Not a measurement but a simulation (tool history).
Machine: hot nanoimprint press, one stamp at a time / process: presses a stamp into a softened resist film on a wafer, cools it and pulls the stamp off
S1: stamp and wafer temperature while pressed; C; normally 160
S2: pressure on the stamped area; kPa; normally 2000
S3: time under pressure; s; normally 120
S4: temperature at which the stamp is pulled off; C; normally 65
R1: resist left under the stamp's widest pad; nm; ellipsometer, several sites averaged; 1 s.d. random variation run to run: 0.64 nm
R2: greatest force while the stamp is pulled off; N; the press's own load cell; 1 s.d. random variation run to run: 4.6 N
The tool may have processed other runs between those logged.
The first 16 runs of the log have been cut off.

run	hour	S1	S2	S3	S4	R1	R2
17	93.6	159	1730	67	71	153.4	240
18	97.6	156	1220	120	65	162.4	288
19	106.1	156	1220	120	65	164	279
20	112.9	166	1220	130	65	107.9	283
21	120.1	167	1500	136	69	92.7	257
22	124.7	167	1500	136	69	93	257
23	132.3	151	1200	150	58	179.2	334
24	141.6	151	1200	150	58	178.1	337
25	150.8	151	1200	150	58	178.8	343
26	159.9	161	2000	112	63	117.7	306
27	166	161	2000	112	63	117.5	302
28	170.1	149	2780	167	53	159.5	402
29	174.5	149	2780	167	53	160.1	384
30	183.4	149	2780	133	63	166.2	309

What if the next run were any one of these 4? Each begins from the tool's condition after run 30:
A	191.1	165	1270	120	65	?	?
B	191.1	149	2780	207	72	?	?
C	191.1	164	2780	79	58	?	?
D	191.1	149	3070	133	64	?	?

run	R1	R2
A	114.5	297
B	154.1	249
C	100.5	340
D	162.5	308
Without the tool's hidden state the same runs would have given:
run	R1	R2
A	111.2	223
B	150.3	187
C	97.2	256
D	159.1	232
